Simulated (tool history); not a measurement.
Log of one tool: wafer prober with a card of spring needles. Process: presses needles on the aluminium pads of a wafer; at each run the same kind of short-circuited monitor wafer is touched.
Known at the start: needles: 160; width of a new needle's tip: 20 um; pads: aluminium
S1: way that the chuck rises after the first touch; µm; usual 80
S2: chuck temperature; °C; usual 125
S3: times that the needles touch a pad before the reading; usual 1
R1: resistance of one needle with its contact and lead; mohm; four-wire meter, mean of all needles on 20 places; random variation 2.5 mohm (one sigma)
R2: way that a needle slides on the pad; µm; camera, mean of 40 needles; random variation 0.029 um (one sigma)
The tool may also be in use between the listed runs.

run 1 day=0.000 | S1=80 S2=125 S3=1 | R1=286 R2=19.89
-- day=0.296 tips cleaned on abrasive film
-- day=0.925 tips cleaned on abrasive film
run 2 day=1.500 | S1=80 S2=125 S3=2 | R1=289 R2=19.97
-- day=1.662 tips cleaned on abrasive film
-- day=2.417 tips cleaned on abrasive film
-- day=3.112 tips cleaned on abrasive film
run 3 day=3.225 | S1=80 S2=125 S3=2 | R1=290 R2=19.91
-- day=3.854 tips cleaned on abrasive film
run 4 day=4.438 | S1=80 S2=103 S3=1 | R1=288 R2=19.89
-- day=4.546 tips cleaned on abrasive film
-- day=5.283 tips cleaned on abrasive film
-- day=5.917 tips cleaned on abrasive film
run 5 day=6.288 | S1=80 S2=103 S3=1 | R1=277 R2=19.92
-- day=6.583 tips cleaned on abrasive film
-- day=7.354 tips cleaned on abrasive film
run 6 day=7.525 | S1=80 S2=103 S3=1 | R1=282 R2=19.86
-- day=8.075 tips cleaned on abrasive film
-- day=8.788 tips cleaned on abrasive film
run 7 day=9.133 | S1=80 S2=103 S3=1 | R1=284 R2=19.93
-- day=9.450 tips cleaned on abrasive film
-- day=10.188 tips cleaned on abrasive film
run 8 day=10.692 | S1=80 S2=103 S3=1 | R1=281 R2=19.93
-- day=10.825 tips cleaned on abrasive film
-- day=11.558 tips cleaned on abrasive film
run 9 day=11.729 | S1=80 S2=103 S3=1 | R1=280 R2=19.90
-- day=12.188 tips cleaned on abrasive film
-- day=12.958 tips cleaned on abrasive film
-- day=12.971 height of the first contact set anew
-- day=13.633 tips cleaned on abrasive film
run 10 day=13.633 | S1=80 S2=103 S3=1 | R1=280 R2=19.89
-- day=14.342 tips cleaned on abrasive film
run 11 day=14.792 | S1=80 S2=103 S3=1 | R1=281 R2=19.88
-- day=15.071 tips cleaned on abrasive film
-- day=15.854 tips cleaned on abrasive film
-- day=16.579 tips cleaned on abrasive film
run 12 day=16.758 | S1=80 S2=125 S3=1 | R1=285 R2=19.90
-- day=17.229 tips cleaned on abrasive film
-- day=17.992 tips cleaned on abrasive film
run 13 day=18.196 | S1=80 S2=122 S3=1 | R1=287 R2=19.94
-- day=18.758 tips cleaned on abrasive film
-- day=19.529 tips cleaned on abrasive film
run 14 day=20.054 | S1=80 S2=122 S3=1 | R1=288 R2=19.84
-- day=20.188 tips cleaned on abrasive film
-- day=20.942 tips cleaned on abrasive film
run 15 day=21.288 | S1=61 S2=62 S3=1 | R1=274 R2=15.14
-- day=21.604 tips cleaned on abrasive film
-- day=22.346 tips cleaned on abrasive film
-- day=23.096 tips cleaned on abrasive film
-- day=23.758 tips cleaned on abrasive film
run 16 day=23.758 | S1=62 S2=125 S3=1 | R1=294 R2=15.44
-- day=24.517 tips cleaned on abrasive film
run 17 day=24.892 | S1=62 S2=125 S3=1 | R1=295 R2=15.45
-- day=25.208 tips cleaned on abrasive film
-- day=25.896 tips cleaned on abrasive film
run 18 day=26.300 | S1=62 S2=125 S3=1 | R1=289 R2=15.43
-- day=26.617 tips cleaned on abrasive film
-- day=27.362 tips cleaned on abrasive film
-- day=27.679 height of the first contact set anew
run 19 day=27.696 | S1=73 S2=100 S3=3 | R1=285 R2=18.18
-- day=28.138 tips cleaned on abrasive film
-- day=28.875 tips cleaned on abrasive film
-- day=29.562 tips cleaned on abrasive film
run 20 day=30.117 | S1=73 S2=100 S3=3 | R1=283 R2=18.15

The next listed run, before its measurement:
-- day=30.275 tips cleaned on abrasive film
-- day=31.033 tips cleaned on abrasive film
run 21 day=31.329 | S1=82 S2=42 S3=3 | R1=? R2=?

Run 21 gave R1 264 mohm, R2 20.43 µm.
Without the tool's hidden state the same run would have given R1 264 mohm, R2 20.43 µm.

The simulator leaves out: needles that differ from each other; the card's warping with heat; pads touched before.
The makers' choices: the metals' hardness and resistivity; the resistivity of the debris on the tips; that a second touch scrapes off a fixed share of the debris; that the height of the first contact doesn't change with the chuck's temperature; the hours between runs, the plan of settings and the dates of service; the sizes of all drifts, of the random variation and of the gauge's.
